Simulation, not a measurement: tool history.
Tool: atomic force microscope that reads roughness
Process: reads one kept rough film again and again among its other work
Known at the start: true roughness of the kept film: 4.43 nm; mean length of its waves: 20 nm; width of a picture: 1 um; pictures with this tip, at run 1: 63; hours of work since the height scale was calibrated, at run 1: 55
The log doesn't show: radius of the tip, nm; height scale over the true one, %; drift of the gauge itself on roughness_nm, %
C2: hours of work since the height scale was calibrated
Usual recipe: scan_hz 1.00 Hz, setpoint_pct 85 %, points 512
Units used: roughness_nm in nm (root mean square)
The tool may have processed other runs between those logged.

Run 1, hour 0.0: usual settings; pictures with this tip 63; C2 55. Result: roughness_nm 3.195 nm (root mean square).
Run 2, hour 8.5: usual settings; pictures with this tip 74; C2 60. Result: roughness_nm 3.155 nm (root mean square).
Run 3, hour 13.7: usual settings; pictures with this tip 81; C2 63. Result: roughness_nm 3.191 nm (root mean square).
Run 4, hour 22.1: usual settings; pictures with this tip 92; C2 68. Result: roughness_nm 3.155 nm (root mean square).
Run 5, hour 31.0: usual settings but points 469; pictures with this tip 103; C2 74. Result: roughness_nm 3.169 nm (root mean square).
Run 6, hour 36.8: usual settings; pictures with this tip 111; C2 77. Result: roughness_nm 3.171 nm (root mean square).
Run 7, hour 45.5: usual settings; pictures with this tip 122; C2 83. Result: roughness_nm 3.178 nm (root mean square).
Run 8, hour 51.0: usual settings but scan_hz 1.80 Hz, points 516; pictures with this tip 129; C2 86. Result: roughness_nm 3.036 nm (root mean square).
Run 9, hour 59.6: usual settings but scan_hz 1.80 Hz, points 516; pictures with this tip 140; C2 92. Result: roughness_nm 3.048 nm (root mean square).
Run 10, hour 68.2: usual settings but scan_hz 1.80 Hz, points 516; pictures with this tip 151; C2 97. Result: roughness_nm 3.040 nm (root mean square).
Run 11, hour 74.1: usual settings but scan_hz 2.30 Hz, setpoint_pct 58 %, points 782; pictures with this tip 159; C2 101. Result: roughness_nm 3.276 nm (root mean square).
Run 12, hour 80.3: usual settings but scan_hz 2.30 Hz, setpoint_pct 58 %, points 782; pictures with this tip 167; C2 104. Result: roughness_nm 3.279 nm (root mean square).
Run 13, hour 88.4: usual settings but scan_hz 0.93 Hz, setpoint_pct 61 %, points 778; pictures with this tip 177; C2 110. Result: roughness_nm 3.345 nm (root mean square).

Alternative continuations, all from the tool just after run 13; predict every row:
Run A, hour 95.5: usual settings but scan_hz 1.70 Hz, setpoint_pct 61 %, points 277; pictures with this tip 186; C2 114. Result: roughness_nm ?.
Run B, hour 95.5: usual settings but scan_hz 0.52 Hz, setpoint_pct 86 %, points 311; pictures with this tip 186; C2 114. Result: roughness_nm ?.
Run C, hour 95.5: usual settings but scan_hz 0.68 Hz, setpoint_pct 76 %, points 378; pictures with this tip 186; C2 114. Result: roughness_nm ?.
Run D, hour 95.5: usual settings but scan_hz 1.15 Hz, setpoint_pct 61 %, points 620; pictures with this tip 186; C2 114. Result: roughness_nm ?.

run  roughness_nm
  A         3.194
  B         3.194
  C         3.223
  D         3.311
Without the tool's unlogged condition, the same runs would have read:
run  roughness_nm
  A         3.202
  B         3.202
  C         3.232
  D         3.320
